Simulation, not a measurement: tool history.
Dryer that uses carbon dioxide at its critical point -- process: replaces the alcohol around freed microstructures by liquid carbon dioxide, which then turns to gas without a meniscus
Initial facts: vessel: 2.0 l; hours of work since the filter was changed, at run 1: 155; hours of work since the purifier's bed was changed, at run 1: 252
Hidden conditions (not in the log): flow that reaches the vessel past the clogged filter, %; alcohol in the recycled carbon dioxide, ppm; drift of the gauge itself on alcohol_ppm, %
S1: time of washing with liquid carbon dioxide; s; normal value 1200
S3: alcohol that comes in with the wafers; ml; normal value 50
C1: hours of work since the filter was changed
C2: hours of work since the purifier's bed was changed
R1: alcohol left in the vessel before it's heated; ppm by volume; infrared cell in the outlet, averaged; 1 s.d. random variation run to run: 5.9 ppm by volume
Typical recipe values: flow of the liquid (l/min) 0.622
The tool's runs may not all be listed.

run 1 hour=0 | S1=1200 flow_of_the_liquid_(l/min)=0.622 S3=50 | C1=155 C2=252 | R1=310
run 2 hour=19.5 | S1=1200 flow_of_the_liquid_(l/min)=0.618 S3=50 | C1=162 C2=259 | R1=345
run 3 hour=32.5 | S1=1200 flow_of_the_liquid_(l/min)=0.618 S3=50 | C1=167 C2=264 | R1=340
run 4 hour=41.2 | S1=1200 flow_of_the_liquid_(l/min)=0.618 S3=50 | C1=170 C2=268 | R1=328
run 5 hour=57.2 | S1=1200 flow_of_the_liquid_(l/min)=0.618 S3=50 | C1=176 C2=273 | R1=344
run 6 hour=71.9 | S1=1200 flow_of_the_liquid_(l/min)=0.622 S3=34 | C1=182 C2=279 | R1=240
run 7 hour=89.2 | S1=1200 flow_of_the_liquid_(l/min)=0.622 S3=34 | C1=188 C2=285 | R1=236
run 8 hour=106.4 | S1=1200 flow_of_the_liquid_(l/min)=0.652 S3=50 | C1=195 C2=292 | R1=291
run 9 hour=117.6 | S1=1200 flow_of_the_liquid_(l/min)=0.652 S3=50 | C1=199 C2=296 | R1=284
run 10 hour=133.8 | S1=840 flow_of_the_liquid_(l/min)=0.582 S3=102 | C1=205 C2=302 | R1=3034
run 11 hour=143.8 | S1=1860 flow_of_the_liquid_(l/min)=0.667 S3=90 | C1=208 C2=306 | R1=59
run 12 hour=153.2 | S1=1860 flow_of_the_liquid_(l/min)=0.667 S3=90 | C1=212 C2=309 | R1=70
run 13 hour=163.2 | S1=1080 flow_of_the_liquid_(l/min)=0.984 S3=74 | C1=216 C2=313 | R1=101
run 14 hour=177.1 | S1=1080 flow_of_the_liquid_(l/min)=0.984 S3=74 | C1=221 C2=318 | R1=101
run 15 hour=191.4 | S1=780 flow_of_the_liquid_(l/min)=0.625 S3=70 | C1=226 C2=324 | R1=2108
run 16 hour=212.6 | S1=1680 flow_of_the_liquid_(l/min)=0.538 S3=50 | C1=234 C2=331 | R1=171
run 17 hour=222.9 | S1=1680 flow_of_the_liquid_(l/min)=0.778 S3=69 | C1=238 C2=335 | R1=43

3 ways to go on from here, each from the tool as it stands after run 17. What would each give?
run A hour=231.4 | S1=1380 flow_of_the_liquid_(l/min)=0.778 S3=69 | C1=241 C2=339 | R1=?
run B hour=231.4 | S1=1500 flow_of_the_liquid_(l/min)=0.433 S3=27 | C1=241 C2=339 | R1=?
run C hour=231.4 | S1=1740 flow_of_the_liquid_(l/min)=0.468 S3=50 | C1=241 C2=339 | R1=?

run=A R1=87
run=B R1=355
run=C R1=280
Without the tool's unlogged condition, the same runs would have read:
run=A R1=25
run=B R1=204
run=C R1=143
